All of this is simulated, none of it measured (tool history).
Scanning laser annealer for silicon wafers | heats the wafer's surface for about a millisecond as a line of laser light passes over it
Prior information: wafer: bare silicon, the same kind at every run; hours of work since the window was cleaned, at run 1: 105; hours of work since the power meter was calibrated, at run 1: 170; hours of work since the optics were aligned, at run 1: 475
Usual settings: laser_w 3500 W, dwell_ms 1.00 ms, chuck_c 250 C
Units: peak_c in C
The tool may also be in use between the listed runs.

| run | hour | laser_w | dwell_ms | chuck_c | hours of work since the window was cleaned | hours of work since the power meter was calibrated | hours of work since the optics were aligned | peak_c |
|---|---|---|---|---|---|---|---|---|
| 1 | 0.0 | 3500 | 1.00 | 250 | 105 | 170 | 475 | 1051 |
| 2 | 12.6 | 3500 | 1.00 | 250 | 110 | 176 | 480 | 1044 |
| 3 | 21.0 | 3500 | 1.00 | 250 | 114 | 179 | 483 | 1050 |
| 4 | 29.8 | 3031 | 1.00 | 250 | 117 | 183 | 487 | 922 |
| 5 | 37.9 | 3031 | 1.00 | 250 | 121 | 186 | 490 | 923 |
| 6 | 43.0 | 3031 | 1.00 | 241 | 123 | 188 | 492 | 914 |
| 7 | 50.3 | 3031 | 1.00 | 241 | 126 | 191 | 496 | 917 |
| 8 | 59.3 | 3031 | 1.00 | 241 | 130 | 195 | 499 | 913 |
| 9 | 67.1 | 3500 | 1.08 | 250 | 133 | 198 | 503 | 1082 |
| 10 | 73.7 | 3500 | 1.08 | 250 | 136 | 201 | 505 | 1080 |
| 11 | 79.1 | 3500 | 1.00 | 250 | 138 | 203 | 508 | 1049 |
| 12 | 89.4 | 3500 | 1.00 | 250 | 142 | 208 | 512 | 1046 |
| 13 | 98.5 | 3500 | 1.00 | 239 | 146 | 211 | 516 | 1035 |
| 14 | 106.3 | 3500 | 1.00 | 241 | 149 | 215 | 519 | 1037 |
| 15 | 117.9 | 3500 | 1.00 | 241 | 154 | 219 | 524 | 1034 |
| 16 | 124.4 | 3808 | 1.00 | 250 | 157 | 222 | 526 | 1131 |
| 17 | 134.2 | 3808 | 1.00 | 250 | 161 | 226 | 531 | 1123 |
| 18 | 143.9 | 3500 | 1.00 | 250 | 165 | 230 | 535 | 1046 |
| 19 | 151.3 | 3500 | 1.00 | 250 | 168 | 233 | 538 | 1041 |
| 20 | 159.8 | 3500 | 1.00 | 250 | 172 | 237 | 541 | 1046 |
| 21 | 170.3 | 3780 | 1.23 | 241 | 176 | 241 | 546 | 1210 |
| 22 | 180.4 | 3614 | 1.23 | 241 | 180 | 245 | 550 | 1161 |
| 23 | 187.6 | 3614 | 1.23 | 241 | 183 | 248 | 553 | 1163 |
| 24 | 194.8 | 3614 | 1.23 | 241 | 186 | 251 | 556 | 1165 |
| 25 | 205.7 | 3583 | 0.79 | 242 | 191 | 256 | 560 | 957 |
| 26 | 213.7 | 3583 | 0.79 | 242 | 194 | 259 | 564 | 956 |
| 27 | 221.4 | 3583 | 0.79 | 242 | 197 | 263 | 567 | 958 |
| 28 | 233.2 | 3583 | 0.79 | 242 | 202 | 267 | 572 | 956 |
| 29 | 245.0 | 3583 | 0.79 | 242 | 207 | 272 | 577 | 956 |
| 30 | 254.3 | 3331 | 0.92 | 241 | 211 | 276 | 581 | 954 |
| 31 | 261.5 | 3331 | 0.90 | 237 | 214 | 279 | 584 | 941 |
| 32 | 272.7 | 3781 | 0.90 | 237 | 219 | 284 | 588 | 1051 |
| 33 | 280.1 | 3195 | 0.96 | 250 | 222 | 287 | 591 | 944 |
| 34 | 291.4 | 3500 | 0.89 | 227 | 226 | 292 | 596 | 968 |
| 35 | 299.4 | 3500 | 0.89 | 227 | 230 | 295 | 599 | 968 |
| 36 | 305.9 | 3500 | 0.89 | 227 | 232 | 298 | 602 | 967 |
| 37 | 317.5 | 3500 | 1.00 | 250 | 237 | 303 | 607 | 1036 |
| 38 | 324.2 | 3303 | 0.75 | 286 | 240 | 305 | 610 | 912 |
| 39 | 330.7 | 3303 | 0.75 | 286 | 243 | 308 | 612 | 918 |
| 40 | 339.5 | 3500 | 0.82 | 284 | 246 | 312 | 616 | 988 |

Table of differences, measured result less the result of that run with no hidden state. Run-to-run variation is the same in both. Gauge scatter possibly is not:
Hidden conditions of the tool in this case: light that passes the window, % of a clean one's; laser's true power over the reading, %; width of the line over the set one, %; drift of the gauge itself on peak_c, C.
| run | peak_c |
|---|---|
| 1 | -15 |
| 2 | -15 |
| 3 | -15 |
| 4 | -14 |
| 5 | -14 |
| 6 | -13 |
| 7 | -14 |
| 8 | -14 |
| 9 | -18 |
| 10 | -18 |
| 11 | -17 |
| 12 | -18 |
| 13 | -18 |
| 14 | -19 |
| 15 | -18 |
| 16 | -20 |
| 17 | -21 |
| 18 | -19 |
| 19 | -19 |
| 20 | -20 |
| 21 | -24 |
| 22 | -24 |
| 23 | -24 |
| 24 | -25 |
| 25 | -19 |
| 26 | -19 |
| 27 | -19 |
| 28 | -20 |
| 29 | -20 |
| 30 | -21 |
| 31 | -20 |
| 32 | -24 |
| 33 | -20 |
| 34 | -22 |
| 35 | -22 |
| 36 | -23 |
| 37 | -25 |
| 38 | -20 |
| 39 | -20 |
| 40 | -22 |
